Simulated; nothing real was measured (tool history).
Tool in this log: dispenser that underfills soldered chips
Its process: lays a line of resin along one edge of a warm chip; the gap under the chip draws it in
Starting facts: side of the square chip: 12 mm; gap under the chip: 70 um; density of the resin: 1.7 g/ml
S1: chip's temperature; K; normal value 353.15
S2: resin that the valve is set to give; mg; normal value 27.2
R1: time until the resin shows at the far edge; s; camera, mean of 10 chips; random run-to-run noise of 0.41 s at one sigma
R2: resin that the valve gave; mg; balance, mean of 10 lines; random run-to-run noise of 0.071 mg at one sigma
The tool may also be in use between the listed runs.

| run | hour | S1 | S2 | R1 | R2 |
|---|---|---|---|---|---|
| 1 | 0.0 | 353.15 | 27.2 | 38.8 | 27.08 |
| 2 | 3.8 | 342.15 | 27.2 | 82.5 | 26.95 |
| 3 | 8.6 | 342.15 | 27.2 | 109.6 | 26.90 |
|  | 9.6 | new syringe of resin |
| 4 | 13.3 | 353.15 | 27.2 | 33.6 | 26.79 |
| 5 | 15.5 | 353.15 | 27.2 | 38.4 | 26.81 |
| 6 | 18.5 | 353.15 | 27.2 | 47.6 | 26.63 |
| 7 | 23.4 | 348.15 | 27.2 | 80.9 | 26.62 |
|  | 25.1 | new syringe of resin |
| 8 | 28.0 | 348.15 | 27.2 | 40.8 | 26.60 |
| 9 | 31.9 | 348.15 | 27.2 | 51.7 | 26.56 |
| 10 | 35.9 | 348.15 | 27.2 | 66.6 | 26.48 |
| 11 | 39.2 | 353.15 | 27.2 | 66.3 | 26.25 |
|  | 40.5 | new syringe of resin |
| 12 | 43.3 | 353.15 | 27.2 | 32.6 | 26.30 |
| 13 | 46.7 | 353.15 | 27.2 | 40.7 | 26.13 |
| 14 | 49.3 | 353.15 | 27.2 | 47.7 | 26.22 |
| 15 | 52.1 | 353.15 | 27.2 | 56.3 | 26.20 |
|  | 55.9 | dispensing valve cleaned and set on the balance |
| 16 | 56.1 | 358.15 | 27.1 | 54.1 | 26.90 |
|  | 57.1 | new syringe of resin |
| 17 | 59.1 | 356.15 | 23.2 | 27.3 | 22.97 |
| 18 | 61.7 | 358.15 | 26.7 | 29.7 | 26.49 |
| 19 | 66.2 | 354.15 | 33.2 | 45.1 | 32.85 |
| 20 | 70.7 | 355.15 | 28.3 | 57.6 | 27.79 |
|  | 72.5 | new syringe of resin |
| 21 | 75.0 | 355.15 | 28.3 | 29.0 | 27.84 |
| 22 | 77.6 | 355.15 | 28.3 | 33.5 | 27.73 |
| 23 | 82.3 | 355.15 | 28.3 | 43.9 | 27.81 |
| 24 | 84.4 | 347.15 | 27.2 | 72.6 | 26.68 |
| 25 | 87.4 | 364.15 | 27.6 | 42.2 | 27.01 |
|  | 87.9 | new syringe of resin |
| 26 | 89.9 | 366.15 | 26.0 | 17.4 | 25.28 |

Expected results for the next run?
| 27 | 93.6 | 345.15 | 25.5 | ? | ? |

{"run 27": {"R1": 54.3, "R2": 24.84}}
If the tool had no hidden condition, the same run with the same run-to-run variation would have returned R1 39.2 s, R2 25.53 mg.

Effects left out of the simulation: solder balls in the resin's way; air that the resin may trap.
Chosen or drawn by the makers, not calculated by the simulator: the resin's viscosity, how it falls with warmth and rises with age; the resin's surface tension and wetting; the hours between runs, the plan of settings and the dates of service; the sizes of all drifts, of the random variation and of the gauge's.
